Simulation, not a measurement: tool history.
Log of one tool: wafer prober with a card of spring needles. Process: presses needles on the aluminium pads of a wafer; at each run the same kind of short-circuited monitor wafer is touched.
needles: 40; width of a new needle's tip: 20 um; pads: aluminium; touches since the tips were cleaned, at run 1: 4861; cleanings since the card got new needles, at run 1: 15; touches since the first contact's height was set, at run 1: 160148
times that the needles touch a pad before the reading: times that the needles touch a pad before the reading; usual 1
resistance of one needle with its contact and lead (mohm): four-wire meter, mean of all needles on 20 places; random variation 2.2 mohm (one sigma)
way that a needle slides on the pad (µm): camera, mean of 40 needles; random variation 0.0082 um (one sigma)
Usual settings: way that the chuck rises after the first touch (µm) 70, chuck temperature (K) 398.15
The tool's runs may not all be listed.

run	hour	way that the chuck rises after the first touch (µm)	chuck temperature (K)	times that the needles touch a pad before the reading	touches since the tips were cleaned	cleanings since the card got new needles	touches since the first contact's height was set	resistance of one needle with its contact and lead (mohm)	way that a needle slides on the pad (µm)
1	0	70	398.15	1	4861	15	160148	253	11.602
# hour 7.6: height of the first contact set anew
# hour 20.7: tips cleaned on abrasive film
2	25.9	70	398.15	1	1010	16	3546	253	11.631
3	54.3	70	398.15	1	6544	16	9080	249	11.648
# hour 66.6: tips cleaned on abrasive film
4	77.6	70	398.15	1	2148	17	13621	249	11.679
5	100.1	70	398.15	1	6522	17	17995	247	11.71
# hour 111: tips cleaned on abrasive film
6	130.6	70	398.15	1	3826	18	23929	250	11.735
7	148.8	70	398.15	1	7381	18	27484	251	11.753
# hour 156.7: tips cleaned on abrasive film
8	161.6	70	398.15	1	964	19	29968	244	11.764
9	180.6	70	398.15	1	4662	19	33666	250	11.783
10	193.6	70	398.15	1	7207	19	36211	249	11.785
# hour 202.9: tips cleaned on abrasive film
11	211.9	70	398.15	1	1742	20	39752	250	11.813
12	234.2	70	398.15	2	6110	20	44120	251	11.826
# hour 248.3: gauge calibrated
# hour 248.4: tips cleaned on abrasive film
13	253.4	53	398.15	1	983	21	47845	261	8.801
14	283.5	88	398.15	1	6842	21	53704	245	14.638
# hour 293.1: tips cleaned on abrasive film
15	303.7	88	317.15	1	2061	22	57634	222	14.655
16	327.1	70	398.15	1	6636	22	62209	250	11.689
# hour 337.2: tips cleaned on abrasive film
17	354.9	76	398.15	2	3440	23	67599	248	12.707
18	370.3	76	398.15	2	6451	23	70610	242	12.714
# hour 382.8: tips cleaned on abrasive film
19	395.1	54	398.15	3	2409	24	75436	260	9.059
20	412.7	54	303.15	3	5830	24	78857	230	9.062
# hour 427.4: tips cleaned on abrasive film
21	427.7	81	330.15	2	57	25	81770	226	13.623
22	458.1	81	307.15	2	5982	25	87695	220	13.662
# hour 473.4: tips cleaned on abrasive film
23	482.1	81	307.15	2	1699	26	92369	222	13.691
24	497.1	88	298.15	2	4628	26	95298	218	14.893
# hour 519.2: tips cleaned on abrasive film
25	520.7	88	298.15	2	292	27	99874	216	14.898
26	541.3	88	298.15	2	4322	27	103904	218	14.928
# hour 564.1: tips cleaned on abrasive film
27	570	55	398.15	1	1143	28	109470	256	9.359
28	596	55	398.15	1	6227	28	114554	263	9.384
# hour 608.9: tips cleaned on abrasive film
29	618.4	56	398.15	2	1860	29	118902	254	9.56
30	638.9	56	398.15	2	5860	29	122902	258	9.589
# hour 653.3: tips cleaned on abrasive film
31	662.3	56	398.15	2	1752	30	127442	253	9.591

The same runs without the tool's hidden state, with the same run-to-run variation:
The hidden state here: debris on the tips, nm; way that the needles fall short of the set height, um; tips' diameter, um; drift of the gauge itself on contact_mohm, %; drift of the gauge itself on scrub_um, %.
run	way that a needle slides on the pad (µm)
1	11.602
2	11.606
3	11.596
4	11.605
5	11.614
6	11.61
7	11.611
8	11.609
9	11.61
10	11.6
11	11.61
12	11.602
13	8.797
14	14.596
15	14.588
16	11.613
17	12.596
18	12.587
19	8.95
20	8.941
21	13.424
22	13.429
23	13.432
24	14.593
25	14.57
26	14.575
27	9.116
28	9.122
29	9.277
30	9.289
31	9.274
resistance of one needle with its contact and lead (mohm): within 1 of the measured result in every run.
